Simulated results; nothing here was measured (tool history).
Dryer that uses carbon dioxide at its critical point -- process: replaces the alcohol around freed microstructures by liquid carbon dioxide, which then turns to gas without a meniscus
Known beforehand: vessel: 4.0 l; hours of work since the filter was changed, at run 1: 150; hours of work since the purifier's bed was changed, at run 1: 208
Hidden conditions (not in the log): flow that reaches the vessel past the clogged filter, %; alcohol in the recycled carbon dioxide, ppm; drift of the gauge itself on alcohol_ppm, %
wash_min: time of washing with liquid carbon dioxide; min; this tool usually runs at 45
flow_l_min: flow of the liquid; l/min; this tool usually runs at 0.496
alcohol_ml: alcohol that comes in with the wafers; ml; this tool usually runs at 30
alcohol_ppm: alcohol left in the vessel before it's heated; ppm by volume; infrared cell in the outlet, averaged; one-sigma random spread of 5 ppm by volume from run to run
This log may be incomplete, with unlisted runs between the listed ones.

| run | day | wash_min | flow_l_min | alcohol_ml | hours of work since the filter was changed | hours of work since the purifier's bed was changed | alcohol_ppm |
|---|---|---|---|---|---|---|---|
| 1 | 0.000 | 45 | 0.496 | 30 | 150 | 208 | 109 |
| 2 | 0.329 | 45 | 0.496 | 30 | 154 | 213 | 115 |
| 3 | 0.625 | 39 | 0.496 | 30 | 158 | 216 | 165 |
| 4 | 1.004 | 49 | 0.496 | 30 | 162 | 221 | 89 |
| 5 | 1.417 | 49 | 0.496 | 30 | 167 | 226 | 90 |
| 6 | 1.867 | 60 | 0.496 | 30 | 173 | 232 | 81 |
| 7 | 2.162 | 45 | 0.496 | 53 | 177 | 235 | 176 |
| 8 | 2.504 | 45 | 0.496 | 53 | 181 | 240 | 181 |
| 9 | 2.992 | 45 | 0.496 | 53 | 187 | 246 | 173 |
| 10 | 3.517 | 45 | 0.496 | 53 | 194 | 252 | 173 |
| 11 | 4.012 | 45 | 0.531 | 30 | 200 | 258 | 118 |
| 12 | 4.354 | 45 | 0.374 | 30 | 204 | 262 | 286 |
| 13 | 4.796 | 45 | 0.420 | 30 | 209 | 268 | 197 |
| 14 | 5.258 | 45 | 0.420 | 30 | 215 | 274 | 216 |
| 15 | 5.579 | 45 | 0.396 | 30 | 219 | 278 | 249 |
| 16 | 5.875 | 45 | 0.396 | 30 | 223 | 281 | 244 |
| 17 | 6.383 | 45 | 0.496 | 30 | 229 | 288 | 140 |
| 18 | 6.921 | 45 | 0.496 | 30 | 236 | 294 | 140 |
| 19 | 7.188 | 69 | 0.496 | 30 | 239 | 298 | 81 |
| 20 | 7.600 | 69 | 0.496 | 30 | 244 | 303 | 85 |
| 21 | 7.946 | 69 | 0.496 | 30 | 249 | 307 | 94 |
| 22 | 8.425 | 45 | 0.496 | 32 | 254 | 313 | 161 |
| 23 | 8.725 | 45 | 0.496 | 50 | 258 | 317 | 192 |
| 24 | 9.158 | 45 | 0.496 | 50 | 264 | 322 | 197 |
| 25 | 9.658 | 33 | 0.496 | 109 | 270 | 328 | 934 |
| 26 | 10.021 | 30 | 0.756 | 30 | 274 | 333 | 144 |
| 27 | 10.242 | 33 | 0.712 | 30 | 277 | 336 | 146 |
| 28 | 10.600 | 33 | 0.712 | 30 | 281 | 340 | 149 |
| 29 | 10.829 | 53 | 0.712 | 30 | 284 | 343 | 93 |
| 30 | 11.088 | 64 | 0.712 | 40 | 288 | 346 | 94 |
| 31 | 11.525 | 29 | 0.496 | 48 | 293 | 351 | 679 |
| 32 | 11.804 | 45 | 0.449 | 27 | 296 | 355 | 214 |
| 33 | 12.104 | 43 | 0.655 | 30 | 300 | 359 | 122 |
| 34 | 12.538 | 48 | 0.336 | 39 | 305 | 364 | 467 |
| 35 | 13.033 | 45 | 0.323 | 33 | 312 | 370 | 532 |
| 36 | 13.267 | 45 | 0.323 | 33 | 315 | 373 | 514 |
| 37 | 13.725 | 47 | 0.764 | 33 | 320 | 379 | 112 |
| 38 | 14.071 | 65 | 0.496 | 24 | 325 | 383 | 121 |
| 39 | 14.425 | 55 | 0.511 | 93 | 329 | 387 | 173 |
| 40 | 14.704 | 55 | 0.511 | 93 | 332 | 391 | 182 |
| 41 | 15.208 | 55 | 0.511 | 93 | 339 | 397 | 190 |
| 42 | 15.638 | 45 | 0.511 | 21 | 344 | 403 | 155 |
| 43 | 16.167 | 45 | 0.484 | 83 | 351 | 409 | 351 |
| 44 | 16.558 | 36 | 0.496 | 108 | 355 | 414 | 834 |
| 45 | 16.971 | 36 | 0.712 | 21 | 360 | 419 | 140 |
| 46 | 17.250 | 34 | 0.778 | 30 | 364 | 423 | 152 |

Each run again, without the hidden state but with its own random variation kept:
| run | alcohol_ppm |
|---|---|
| 1 | 39 |
| 2 | 44 |
| 3 | 82 |
| 4 | 19 |
| 5 | 19 |
| 6 | 14 |
| 7 | 82 |
| 8 | 84 |
| 9 | 74 |
| 10 | 72 |
| 11 | 31 |
| 12 | 156 |
| 13 | 87 |
| 14 | 99 |
| 15 | 122 |
| 16 | 116 |
| 17 | 38 |
| 18 | 34 |
| 19 | 0 |
| 20 | 0 |
| 21 | 6 |
| 22 | 48 |
| 23 | 62 |
| 24 | 60 |
| 25 | 547 |
| 26 | 28 |
| 27 | 32 |
| 28 | 31 |
| 29 | 1 |
| 30 | 3 |
| 31 | 391 |
| 32 | 72 |
| 33 | 14 |
| 34 | 228 |
| 35 | 281 |
| 36 | 267 |
| 37 | 6 |
| 38 | 11 |
| 39 | 25 |
| 40 | 34 |
| 41 | 39 |
| 42 | 24 |
| 43 | 112 |
| 44 | 396 |
| 45 | 14 |
| 46 | 16 |
